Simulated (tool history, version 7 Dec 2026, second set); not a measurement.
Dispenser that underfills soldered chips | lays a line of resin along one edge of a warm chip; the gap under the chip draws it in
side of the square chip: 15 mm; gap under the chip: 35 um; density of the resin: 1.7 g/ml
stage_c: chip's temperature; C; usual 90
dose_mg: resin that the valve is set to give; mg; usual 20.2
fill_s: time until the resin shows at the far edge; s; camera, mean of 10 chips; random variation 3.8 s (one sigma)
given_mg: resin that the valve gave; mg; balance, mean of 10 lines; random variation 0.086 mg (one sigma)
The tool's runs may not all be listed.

Run 1, hour 0: usual settings. Result: fill_s 418.6 s, given_mg 19.05 mg.
Run 2, hour 6.9: usual settings. Result: fill_s 563.9 s, given_mg 18.81 mg.
At hour 12: new syringe of resin.
Run 3, hour 13.3: usual settings but dose_mg 18.5 mg. Result: fill_s 443.6 s, given_mg 17.47 mg.
At hour 22.3: dispensing valve cleaned and set on the balance.
Run 4, hour 22.3: usual settings but dose_mg 18.5 mg. Result: fill_s 598.4 s, given_mg 18.46 mg.
At hour 25.4: new syringe of resin.
Run 5, hour 28.7: usual settings but dose_mg 18.5 mg. Result: fill_s 485.5 s, given_mg 18.28 mg.
Run 6, hour 36.5: usual settings but dose_mg 18.5 mg. Result: fill_s 662.7 s, given_mg 18.29 mg.
At hour 37.9: new syringe of resin.
Run 7, hour 45.8: usual settings. Result: fill_s 565.7 s, given_mg 20.1 mg.
At hour 50.4: new syringe of resin.
Run 8, hour 50.9: usual settings. Result: fill_s 423.5 s, given_mg 20.05 mg.
Run 9, hour 55.4: usual settings. Result: fill_s 510.2 s, given_mg 19.86 mg.
Run 10, hour 59.7: usual settings. Result: fill_s 616 s, given_mg 19.98 mg.
At hour 62.6: new syringe of resin.
Run 11, hour 68.2: usual settings. Result: fill_s 501.1 s, given_mg 19.92 mg.
Run 12, hour 73.8: usual settings but dose_mg 23.4 mg. Result: fill_s 630.8 s, given_mg 23.14 mg.
At hour 74.8: new syringe of resin.
Run 13, hour 81.2: usual settings. Result: fill_s 529.3 s, given_mg 19.94 mg.
At hour 87.2: new syringe of resin.
Run 14, hour 88.2: usual settings. Result: fill_s 440.2 s, given_mg 19.8 mg.
Run 15, hour 96.8: usual settings but stage_c 104 C. Result: fill_s 333.4 s, given_mg 19.7 mg.
At hour 99.6: new syringe of resin.
Run 16, hour 105.4: usual settings but stage_c 104 C. Result: fill_s 284.4 s, given_mg 19.58 mg.
Run 17, hour 111.4: usual settings but stage_c 98 C. Result: fill_s 469.5 s, given_mg 19.7 mg.
At hour 112.6: new syringe of resin.
Run 18, hour 117.1: usual settings but stage_c 98 C, dose_mg 19 mg. Result: fill_s 367.7 s, given_mg 18.47 mg.
At hour 124.8: new syringe of resin.
Run 19, hour 126.2: usual settings but stage_c 100 C, dose_mg 25.6 mg. Result: fill_s 278 s, given_mg 24.82 mg.
Run 20, hour 134.6: usual settings but stage_c 100 C, dose_mg 25.6 mg. Result: fill_s 395.8 s, given_mg 24.63 mg.
At hour 137: new syringe of resin.
Run 21, hour 140.4: usual settings but stage_c 89 C, dose_mg 22.3 mg. Result: fill_s 507.5 s, given_mg 21.51 mg.
Run 22, hour 147.2: usual settings but stage_c 76 C, dose_mg 22.2 mg. Result: fill_s 1211 s, given_mg 21.39 mg.
At hour 149.4: new syringe of resin.
Run 23, hour 153.2: usual settings but stage_c 76 C, dose_mg 22.2 mg. Result: fill_s 975.9 s, given_mg 21.31 mg.
Run 24, hour 158.5: usual settings but stage_c 96 C, dose_mg 26.1 mg. Result: fill_s 470.8 s, given_mg 24.94 mg.
At hour 161.9: new syringe of resin.
Run 25, hour 162.9: usual settings but stage_c 78 C, dose_mg 24.7 mg. Result: fill_s 779.8 s, given_mg 23.65 mg.
Run 26, hour 166.9: usual settings but stage_c 78 C, dose_mg 24.7 mg. Result: fill_s 917.6 s, given_mg 23.58 mg.
Run 27, hour 172.4: usual settings but dose_mg 17.2 mg. Result: fill_s 694.9 s, given_mg 16.41 mg.
At hour 174.3: new syringe of resin.
Run 28, hour 181.2: usual settings but dose_mg 17.2 mg. Result: fill_s 593.2 s, given_mg 16.31 mg.
At hour 186.9: new syringe of resin.
Run 29, hour 189.7: usual settings but stage_c 105 C. Result: fill_s 247 s, given_mg 19.08 mg.
Run 30, hour 194.6: usual settings but stage_c 105 C. Result: fill_s 298.1 s, given_mg 19.1 mg.

The next listed run, before its measurement:
Run 31, hour 198.5: usual settings but stage_c 76 C. Result: fill_s ?, given_mg ?.

fill_s: 1314.3 s
given_mg: 19.13 mg
Without the tool's hidden state the same run would have given fill_s 737.2 s, given_mg 20.25 mg.
